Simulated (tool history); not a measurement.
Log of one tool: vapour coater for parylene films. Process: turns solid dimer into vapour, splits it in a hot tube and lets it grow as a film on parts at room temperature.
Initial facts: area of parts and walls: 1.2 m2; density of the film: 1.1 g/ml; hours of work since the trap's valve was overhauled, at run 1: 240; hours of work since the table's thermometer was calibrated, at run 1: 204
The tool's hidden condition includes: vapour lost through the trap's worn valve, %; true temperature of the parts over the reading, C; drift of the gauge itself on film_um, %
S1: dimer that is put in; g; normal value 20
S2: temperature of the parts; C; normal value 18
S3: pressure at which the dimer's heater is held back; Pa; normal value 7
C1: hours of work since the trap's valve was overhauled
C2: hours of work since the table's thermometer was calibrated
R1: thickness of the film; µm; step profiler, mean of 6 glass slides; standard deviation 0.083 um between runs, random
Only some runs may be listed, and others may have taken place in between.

run,day,S1,S2,S3,C1,C2,R1
1,0,20,18,7,240,204,9.58
2,1.254,20,10,7,265,229,11.21
3,2.583,13,10,7,291,256,7.34
4,3.867,13,15,7,317,281,6.45
5,5.121,13,15,4.08,342,306,7.2
6,6.262,13,15,4.08,364,329,7.24
7,7.512,13,15,4.08,389,354,7.05
8,8.475,20,18,7,408,373,9.18
9,9.546,20,18,7,430,395,8.88
10,10.754,20,15,7,454,419,9.58
11,11.662,11,18,7,472,437,4.91
12,12.475,11,18,7,488,453,4.9
# day 13.492: trap's valve overhauled
13,13.767,20,18,7,5,475,10.02
14,14.8,20,18,7,26,496,9.9
15,16.325,11,18,7,56,526,5.48
# day 16.438: table's thermometer calibrated
16,17.479,23,18,7,79,21,11.5
17,18.908,20,18,7,107,49,9.86
18,20.379,20,18,7,136,79,9.78
19,21.112,20,18,7,151,93,9.71
20,22.675,20,18,7,182,124,9.82
# day 23.596: table's thermometer calibrated, once more
21,23.596,20,18,7,200,0,9.4
22,24.721,13,18,7,222,22,6.08
23,26.004,13,18,7,248,48,6.08
24,26.842,13,18,7,264,65,6.04
25,27.654,13,18,7,280,81,6.01
26,29,11,18,6.62,307,108,5.11
27,29.933,17,15,2.69,326,126,10.11
28,30.567,30,12,4.67,339,139,16.96
29,31.254,30,12,4.67,352,153,16.75
30,31.975,30,12,4.67,367,167,16.87
31,32.933,18,12,4,386,186,10.42
32,33.738,14,27,7,402,202,5.18
33,35.196,13,15,3.41,431,231,7.18
34,36.079,13,15,9.68,448,249,5.57
35,37.6,29,18,11.96,479,279,11.43
36,38.383,29,18,11.96,494,295,11.12
# day 39.05: trap's valve overhauled
37,39.596,29,18,11.96,11,315,12.93
38,40.696,18,11,4.54,33,337,11.49
39,41.646,18,11,4.54,52,356,11.35
40,42.596,14,18,6.19,71,375,7.12
41,43.65,16,18,5.28,92,396,8.37
42,44.55,9,28,2.35,110,414,4.58
43,45.762,28,18,3.02,134,438,16.37
44,47.312,28,18,3.02,165,469,16.28
45,48.829,11,12,3.06,195,499,7.14
46,50.112,20,20,7,220,525,9.24

Same runs, no hidden state in the tool, same run-to-run variation:
run,R1
1,10.11
2,11.91
3,7.85
4,6.95
5,7.8
6,7.89
7,7.74
8,10.11
9,9.84
10,10.69
11,5.5
12,5.52
13,9.97
14,9.9
15,5.53
16,11.56
17,9.99
18,9.98
19,9.94
20,10.14
21,10.03
22,6.52
23,6.56
24,6.55
25,6.55
26,5.61
27,11.14
28,18.76
29,18.61
30,18.8
31,11.68
32,5.83
33,8.15
34,6.36
35,13.15
36,12.85
37,12.91
38,11.53
39,11.45
40,7.21
41,8.53
42,4.68
43,16.84
44,16.88
45,7.47
46,9.73
